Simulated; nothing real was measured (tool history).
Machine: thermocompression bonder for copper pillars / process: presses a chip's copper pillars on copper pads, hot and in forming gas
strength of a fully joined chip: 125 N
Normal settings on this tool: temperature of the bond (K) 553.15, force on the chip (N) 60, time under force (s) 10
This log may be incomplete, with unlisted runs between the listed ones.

| run | hour | temperature of the bond (K) | force on the chip (N) | time under force (s) | force that shears a chip off (N) |
|---|---|---|---|---|---|
| 1 | 0 | 553.15 | 60 | 10 | 51.5 |
| 2 | 12.8 | 553.15 | 60 | 20 | 65.9 |
| 3 | 24.6 | 553.15 | 60 | 20 | 66.2 |
| 4 | 35.3 | 553.15 | 60 | 10 | 51.6 |
|  | 54.9 | forming gas filter changed |
| 5 | 56.7 | 553.15 | 60 | 10 | 51.7 |
| 6 | 77.6 | 553.15 | 60 | 10 | 51.6 |
| 7 | 91.6 | 553.15 | 88 | 10 | 63.3 |
| 8 | 111 | 529.15 | 88 | 10 | 45.6 |
| 9 | 135.2 | 529.15 | 88 | 10 | 45.4 |
| 10 | 145 | 529.15 | 88 | 5 | 34.3 |
| 11 | 163.2 | 529.15 | 88 | 5 | 34.2 |
| 12 | 184.3 | 529.15 | 88 | 5 | 34.4 |
| 13 | 207.7 | 529.15 | 88 | 5 | 33.9 |
| 14 | 217.7 | 559.15 | 60 | 10 | 55.5 |
| 15 | 232.3 | 559.15 | 60 | 10 | 55.2 |
| 16 | 251.4 | 559.15 | 60 | 10 | 55.1 |
| 17 | 274.5 | 559.15 | 60 | 10 | 55.1 |
| 18 | 287.8 | 559.15 | 60 | 10 | 54.9 |
| 19 | 310 | 554.15 | 60 | 10 | 51.5 |
| 20 | 326.7 | 554.15 | 60 | 10 | 51.5 |
| 21 | 345.5 | 572.15 | 60 | 28 | 87 |
| 22 | 366.5 | 572.15 | 48 | 15 | 65.6 |
| 23 | 388.2 | 572.15 | 48 | 15 | 65.7 |
| 24 | 401 | 553.15 | 69 | 10 | 54.6 |
| 25 | 420.9 | 580.15 | 51 | 16 | 74.7 |
| 26 | 443.6 | 580.15 | 51 | 16 | 74.6 |
|  | 445.8 | gauge calibrated |
| 27 | 465.9 | 580.15 | 51 | 16 | 76.7 |
| 28 | 482.9 | 580.15 | 51 | 16 | 76.9 |
| 29 | 499.3 | 563.15 | 72 | 5 | 50.4 |
| 30 | 516.5 | 579.15 | 75 | 26 | 98.9 |
| 31 | 538.9 | 553.15 | 49 | 10 | 46 |
| 32 | 551 | 553.15 | 84 | 10 | 61.7 |
| 33 | 569.3 | 568.15 | 69 | 23 | 85.8 |
| 34 | 589.2 | 568.15 | 69 | 23 | 85.5 |
| 35 | 601.4 | 550.15 | 60 | 5 | 37.1 |
| 36 | 617.8 | 548.15 | 49 | 10 | 42.3 |
| 37 | 632.7 | 538.15 | 82 | 10 | 49.6 |
|  | 643.1 | gauge calibrated |
| 38 | 651.1 | 567.15 | 83 | 25 | 93.5 |
|  | 660.8 | forming gas filter changed |
| 39 | 673.6 | 574.15 | 60 | 10 | 67.4 |

Alternative continuations, all from the tool just after run 39; predict every row:
| A | 685.7 | 543.15 | 60 | 10 | ? |
| B | 685.7 | 547.15 | 74 | 5 | ? |
| C | 685.7 | 547.15 | 60 | 10 | ? |

| run | force that shears a chip off (N) |
|---|---|
| A | 44.9 |
| B | 41 |
| C | 47.7 |
Had the tool no hidden state, the same runs would have come out as:
| run | force that shears a chip off (N) |
|---|---|
| A | 44.7 |
| B | 40.9 |
| C | 47.6 |
